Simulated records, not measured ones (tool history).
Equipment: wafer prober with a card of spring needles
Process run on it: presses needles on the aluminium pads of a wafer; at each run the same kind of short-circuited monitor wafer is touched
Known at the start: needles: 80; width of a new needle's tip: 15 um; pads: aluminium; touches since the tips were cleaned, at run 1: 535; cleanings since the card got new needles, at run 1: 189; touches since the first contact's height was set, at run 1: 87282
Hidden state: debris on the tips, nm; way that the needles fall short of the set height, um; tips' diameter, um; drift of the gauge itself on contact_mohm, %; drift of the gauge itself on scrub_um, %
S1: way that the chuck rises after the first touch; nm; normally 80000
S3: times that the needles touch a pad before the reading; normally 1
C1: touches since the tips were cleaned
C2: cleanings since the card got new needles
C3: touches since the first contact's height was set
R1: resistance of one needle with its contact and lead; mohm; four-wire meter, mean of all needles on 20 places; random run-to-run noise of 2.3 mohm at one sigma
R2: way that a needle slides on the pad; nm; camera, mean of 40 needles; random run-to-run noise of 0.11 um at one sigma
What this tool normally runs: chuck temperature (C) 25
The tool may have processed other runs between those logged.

{"run": 1, "day": 0.0, "S1": 80000, "chuck temperature (C)": 25, "S3": 1, "C1": 535, "C2": 189, "C3": 87282, "R1": 272, "R2": 16160}
{"day": 0.583, "done": "tips cleaned on abrasive film"}
{"day": 1.162, "done": "tips cleaned on abrasive film"}
{"day": 1.746, "done": "tips cleaned on abrasive film"}
{"day": 2.475, "done": "tips cleaned on abrasive film"}
{"run": 2, "day": 2.65, "S1": 71000, "chuck temperature (C)": 25, "S3": 1, "C1": 914, "C2": 193, "C3": 100800, "R1": 285, "R2": 14250}
{"day": 3.083, "done": "tips cleaned on abrasive film"}
{"day": 3.804, "done": "tips cleaned on abrasive film"}
{"run": 3, "day": 4.262, "S1": 80000, "chuck temperature (C)": 31, "S3": 1, "C1": 2340, "C2": 195, "C3": 109018, "R1": 301, "R2": 15980}
{"day": 4.412, "done": "tips cleaned on abrasive film"}
{"day": 5.138, "done": "tips cleaned on abrasive film"}
{"day": 5.862, "done": "tips cleaned on abrasive film"}
{"day": 6.592, "done": "tips cleaned on abrasive film"}
{"run": 4, "day": 7.067, "S1": 80000, "chuck temperature (C)": 31, "S3": 1, "C1": 2444, "C2": 199, "C3": 123327, "R1": 297, "R2": 15960}
{"day": 7.217, "done": "tips cleaned on abrasive film"}
{"day": 7.942, "done": "tips cleaned on abrasive film"}
{"day": 8.658, "done": "tips cleaned on abrasive film"}
{"run": 5, "day": 8.833, "S1": 80000, "chuck temperature (C)": 31, "S3": 2, "C1": 883, "C2": 202, "C3": 132319, "R1": 277, "R2": 15810}
{"day": 9.271, "done": "tips cleaned on abrasive film"}
{"day": 9.983, "done": "tips cleaned on abrasive film"}
{"day": 10.646, "done": "tips cleaned on abrasive film"}
{"run": 6, "day": 10.646, "S1": 80000, "chuck temperature (C)": 25, "S3": 1, "C1": 0, "C2": 205, "C3": 141558, "R1": 263, "R2": 15960}
{"day": 11.229, "done": "tips cleaned on abrasive film"}
{"day": 11.808, "done": "tips cleaned on abrasive film"}
{"day": 12.392, "done": "tips cleaned on abrasive film"}
{"run": 7, "day": 12.521, "S1": 80000, "chuck temperature (C)": 25, "S3": 1, "C1": 661, "C2": 208, "C3": 151117, "R1": 280, "R2": 15830}
{"day": 13.104, "done": "tips cleaned on abrasive film"}
{"day": 13.688, "done": "tips cleaned on abrasive film"}
{"day": 14.383, "done": "tips cleaned on abrasive film"}
{"day": 14.962, "done": "tips cleaned on abrasive film"}
{"run": 8, "day": 15.354, "S1": 80000, "chuck temperature (C)": 25, "S3": 1, "C1": 2001, "C2": 212, "C3": 165564, "R1": 299, "R2": 16040}
{"day": 15.646, "done": "tips cleaned on abrasive film"}
{"day": 16.362, "done": "tips cleaned on abrasive film"}
{"day": 17.079, "done": "tips cleaned on abrasive film"}
{"run": 9, "day": 17.346, "S1": 80000, "chuck temperature (C)": 25, "S3": 1, "C1": 1367, "C2": 215, "C3": 175723, "R1": 292, "R2": 15780}
{"day": 17.783, "done": "tips cleaned on abrasive film"}
{"day": 18.088, "done": "height of the first contact set anew"}
{"day": 18.521, "done": "tips cleaned on abrasive film"}
{"run": 10, "day": 18.825, "S1": 80000, "chuck temperature (C)": 25, "S3": 1, "C1": 1558, "C2": 217, "C3": 3771, "R1": 294, "R2": 15260}
{"day": 19.121, "done": "tips cleaned on abrasive film"}
{"day": 19.7, "done": "tips cleaned on abrasive film"}
{"day": 20.417, "done": "tips cleaned on abrasive film"}
{"day": 20.996, "done": "tips cleaned on abrasive film"}
{"run": 11, "day": 21.046, "S1": 80000, "chuck temperature (C)": 65, "S3": 1, "C1": 242, "C2": 221, "C3": 15070, "R1": 281, "R2": 15070}
{"day": 21.625, "done": "tips cleaned on abrasive film"}
{"day": 22.208, "done": "tips cleaned on abrasive film"}
{"day": 22.792, "done": "tips cleaned on abrasive film"}
{"day": 23.375, "done": "tips cleaned on abrasive film"}
{"day": 23.971, "done": "tips cleaned on abrasive film"}
{"day": 24.471, "done": "card fitted with new needles"}
{"run": 12, "day": 24.471, "S1": 80000, "chuck temperature (C)": 25, "S3": 1, "C1": 0, "C2": 0, "C3": 0, "R1": 261, "R2": 16510}
{"day": 25.054, "done": "tips cleaned on abrasive film"}
{"day": 25.775, "done": "tips cleaned on abrasive film"}
{"day": 26.5, "done": "tips cleaned on abrasive film"}
{"day": 27.179, "done": "tips cleaned on abrasive film"}
{"run": 13, "day": 27.179, "S1": 80000, "chuck temperature (C)": 25, "S3": 1, "C1": 0, "C2": 4, "C3": 13799, "R1": 258, "R2": 16200}
{"day": 27.904, "done": "tips cleaned on abrasive film"}
{"day": 28.488, "done": "tips cleaned on abrasive film"}
{"day": 29.071, "done": "tips cleaned on abrasive film"}
{"run": 14, "day": 29.425, "S1": 80000, "chuck temperature (C)": 25, "S3": 1, "C1": 1830, "C2": 7, "C3": 25267, "R1": 272, "R2": 16400}
{"day": 29.721, "done": "tips cleaned on abrasive film"}
{"day": 30.425, "done": "tips cleaned on abrasive film"}
{"day": 31.15, "done": "tips cleaned on abrasive film"}
{"run": 15, "day": 31.204, "S1": 80000, "chuck temperature (C)": 25, "S3": 1, "C1": 267, "C2": 10, "C3": 34312, "R1": 265, "R2": 16230}
{"day": 31.783, "done": "tips cleaned on abrasive film"}
{"day": 32.367, "done": "tips cleaned on abrasive film"}
{"day": 33.092, "done": "tips cleaned on abrasive film"}
{"day": 33.675, "done": "tips cleaned on abrasive film"}
{"day": 34.117, "done": "height of the first contact set anew, once more"}
{"run": 16, "day": 34.175, "S1": 95000, "chuck temperature (C)": 25, "S3": 1, "C1": 2488, "C2": 14, "C3": 292, "R1": 275, "R2": 19900}
{"day": 34.321, "done": "tips cleaned on abrasive film"}
{"day": 35.046, "done": "tips cleaned on abrasive film"}
{"day": 35.775, "done": "tips cleaned on abrasive film"}
{"day": 36.354, "done": "tips cleaned on abrasive film"}
{"day": 36.938, "done": "tips cleaned on abrasive film"}
{"run": 17, "day": 36.942, "S1": 91000, "chuck temperature (C)": 109, "S3": 1, "C1": 25, "C2": 19, "C3": 14393, "R1": 283, "R2": 18690}
{"day": 37.642, "done": "tips cleaned on abrasive film"}
{"day": 38.225, "done": "tips cleaned on abrasive film"}
{"day": 38.808, "done": "tips cleaned on abrasive film"}
{"run": 18, "day": 39.021, "S1": 84000, "chuck temperature (C)": 57, "S3": 1, "C1": 1094, "C2": 22, "C3": 24996, "R1": 278, "R2": 17170}
{"day": 39.442, "done": "tips cleaned on abrasive film"}
{"day": 40.158, "done": "tips cleaned on abrasive film"}
{"day": 40.871, "done": "tips cleaned on abrasive film"}
{"day": 41.588, "done": "tips cleaned on abrasive film"}
{"run": 19, "day": 41.779, "S1": 82000, "chuck temperature (C)": 28, "S3": 1, "C1": 983, "C2": 26, "C3": 39064, "R1": 275, "R2": 16830}
{"day": 42.217, "done": "tips cleaned on abrasive film"}
{"day": 42.938, "done": "tips cleaned on abrasive film"}
{"day": 43.662, "done": "tips cleaned on abrasive film"}
{"run": 20, "day": 43.867, "S1": 82000, "chuck temperature (C)": 38, "S3": 1, "C1": 1060, "C2": 29, "C3": 49706, "R1": 275, "R2": 16720}
{"day": 44.304, "done": "tips cleaned on abrasive film"}
{"day": 45.021, "done": "tips cleaned on abrasive film"}
{"run": 21, "day": 45.35, "S1": 62000, "chuck temperature (C)": 27, "S3": 1, "C1": 1697, "C2": 31, "C3": 57277, "R1": 298, "R2": 12590}
{"day": 45.646, "done": "tips cleaned on abrasive film"}
{"day": 46.371, "done": "tips cleaned on abrasive film"}
{"day": 46.954, "done": "tips cleaned on abrasive film"}
{"run": 22, "day": 47.425, "S1": 67000, "chuck temperature (C)": 48, "S3": 1, "C1": 2420, "C2": 34, "C3": 67853, "R1": 301, "R2": 13640}
{"day": 47.575, "done": "tips cleaned on abrasive film"}
{"day": 48.3, "done": "tips cleaned on abrasive film"}
{"run": 23, "day": 48.733, "S1": 67000, "chuck temperature (C)": 48, "S3": 1, "C1": 2222, "C2": 36, "C3": 74523, "R1": 306, "R2": 13660}
{"day": 49.025, "done": "tips cleaned on abrasive film"}
{"day": 49.754, "done": "tips cleaned on abrasive film"}
{"day": 50.479, "done": "tips cleaned on abrasive film"}
{"run": 24, "day": 50.904, "S1": 67000, "chuck temperature (C)": 48, "S3": 1, "C1": 2166, "C2": 39, "C3": 85586, "R1": 297, "R2": 13590}
{"day": 51.196, "done": "tips cleaned on abrasive film"}
{"day": 51.917, "done": "tips cleaned on abrasive film"}
{"run": 25, "day": 52.333, "S1": 62000, "chuck temperature (C)": 41, "S3": 2, "C1": 2140, "C2": 41, "C3": 92887, "R1": 287, "R2": 12400}
{"day": 52.625, "done": "tips cleaned on abrasive film"}
{"day": 53.346, "done": "tips cleaned on abrasive film"}
{"day": 54.067, "done": "tips cleaned on abrasive film"}
{"day": 54.792, "done": "tips cleaned on abrasive film"}
{"day": 55.375, "done": "tips cleaned on abrasive film"}
{"run": 26, "day": 55.488, "S1": 89000, "chuck temperature (C)": 77, "S3": 3, "C1": 594, "C2": 46, "C3": 108967, "R1": 276, "R2": 17940}
{"day": 56.071, "done": "tips cleaned on abrasive film"}
{"day": 56.654, "done": "tips cleaned on abrasive film"}
{"day": 57.25, "done": "tips cleaned on abrasive film"}
{"run": 27, "day": 57.25, "S1": 84000, "chuck temperature (C)": 61, "S3": 2, "C1": 0, "C2": 49, "C3": 117946, "R1": 271, "R2": 16860}

Consider 5 possible next runs. They are alternatives, not a sequence: every one starts from the tool as it was left by run 27. What does each give?
{"day": 57.979, "done": "tips cleaned on abrasive film"}
{"run": "A", "day": 58.554, "S1": 74000, "chuck temperature (C)": 77, "S3": 1, "C1": 2956, "C2": 50, "C3": 124608, "R1": "?", "R2": "?"}
{"day": 57.979, "done": "tips cleaned on abrasive film"}
{"run": "B", "day": 58.554, "S1": 84000, "chuck temperature (C)": 61, "S3": 1, "C1": 2956, "C2": 50, "C3": 124608, "R1": "?", "R2": "?"}
{"day": 57.979, "done": "tips cleaned on abrasive film"}
{"run": "C", "day": 58.554, "S1": 82000, "chuck temperature (C)": 25, "S3": 2, "C1": 2956, "C2": 50, "C3": 124608, "R1": "?", "R2": "?"}
{"day": 57.979, "done": "tips cleaned on abrasive film"}
{"run": "D", "day": 58.554, "S1": 84000, "chuck temperature (C)": 61, "S3": 3, "C1": 2956, "C2": 50, "C3": 124608, "R1": "?", "R2": "?"}
{"day": 57.979, "done": "tips cleaned on abrasive film"}
{"run": "E", "day": 58.554, "S1": 80000, "chuck temperature (C)": 61, "S3": 2, "C1": 2956, "C2": 50, "C3": 124608, "R1": "?", "R2": "?"}

run=A R1=311 R2=14810
run=B R1=292 R2=16950
run=C R1=281 R2=16530
run=D R1=281 R2=16910
run=E R1=287 R2=16170
With no hidden state in the tool, these same runs would have given:
run=A R1=275 R2=15360
run=B R1=263 R2=17510
run=C R1=261 R2=17090
run=D R1=270 R2=17470
run=E R1=267 R2=16730
